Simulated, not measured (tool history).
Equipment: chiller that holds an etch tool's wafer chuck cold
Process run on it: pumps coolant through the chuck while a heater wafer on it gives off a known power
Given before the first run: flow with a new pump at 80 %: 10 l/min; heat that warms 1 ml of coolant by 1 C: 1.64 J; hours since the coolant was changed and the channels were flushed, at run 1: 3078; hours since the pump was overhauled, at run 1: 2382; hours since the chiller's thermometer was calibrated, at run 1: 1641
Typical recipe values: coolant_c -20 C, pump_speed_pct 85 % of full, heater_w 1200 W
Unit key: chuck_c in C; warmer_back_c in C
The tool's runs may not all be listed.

run	hour	coolant_c	pump_speed_pct	heater_w	hours since the coolant was changed and the channels were flushed	hours since the pump was overhauled	hours since the chiller's thermometer was calibrated	chuck_c	warmer_back_c
1	0	-20	85	1200	3078	2382	1641	-8.4	4.15
2	29.9	-18	85	1200	3108	2412	1671	-6.6	4.19
3	63.2	-18	85	977	3142	2445	1704	-8.6	3.4
4	93.1	-18	85	977	3172	2475	1734	-8.8	3.33
5	113.7	-21	85	1200	3192	2496	1754	-9.4	4.15
6	144.4	-21	85	1200	3223	2527	1785	-9.5	4.14
7	165.8	-21	85	670	3244	2548	1807	-14.4	2.3
8	212.4	-21	85	670	3291	2595	1853	-14.4	2.29
9	234.1	-20	85	1200	3313	2616	1875	-8.4	4.14
10	267.3	-20	85	1383	3346	2650	1908	-6.5	4.86
11	309.1	-20	85	1383	3388	2691	1950	-6.5	4.75
12	345.1	-20	85	708	3424	2727	1986	-13.1	2.4
13	385.6	-20	85	708	3464	2768	2026	-13.1	2.45
14	414.2	-20	85	708	3493	2797	2055	-13.2	2.38
15	437.9	-12	85	708	3516	2820	2079	-5.3	2.41
16	482.9	-12	85	708	3561	2865	2124	-5.3	2.5
17	512.5	-12	85	708	3591	2895	2153	-5.2	2.45
18	538.1	-15	85	837	3617	2920	2179	-7	2.93
19	559.9	-15	85	837	3638	2942	2201	-6.9	2.91
20	582	-11	85	1266	3660	2964	2223	1.3	4.44
21	624.5	-20	66	944	3703	3007	2265	-9.1	4.26
22	664	-11	69	689	3742	3046	2305	-3.2	2.95
23	690	-11	69	689	3768	3072	2331	-3.4	2.93
24	729.2	-11	69	689	3808	3111	2370	-3.3	2.92

Expected results for the next run?
25	751.8	-13	76	1277	3830	3134	2393	?	?

chuck_c: 0.4 C
warmer_back_c: 4.91 C
If the tool had no hidden condition, the same run with the same run-to-run variation would have returned chuck_c 0.4 C, warmer_back_c 4.89 C.
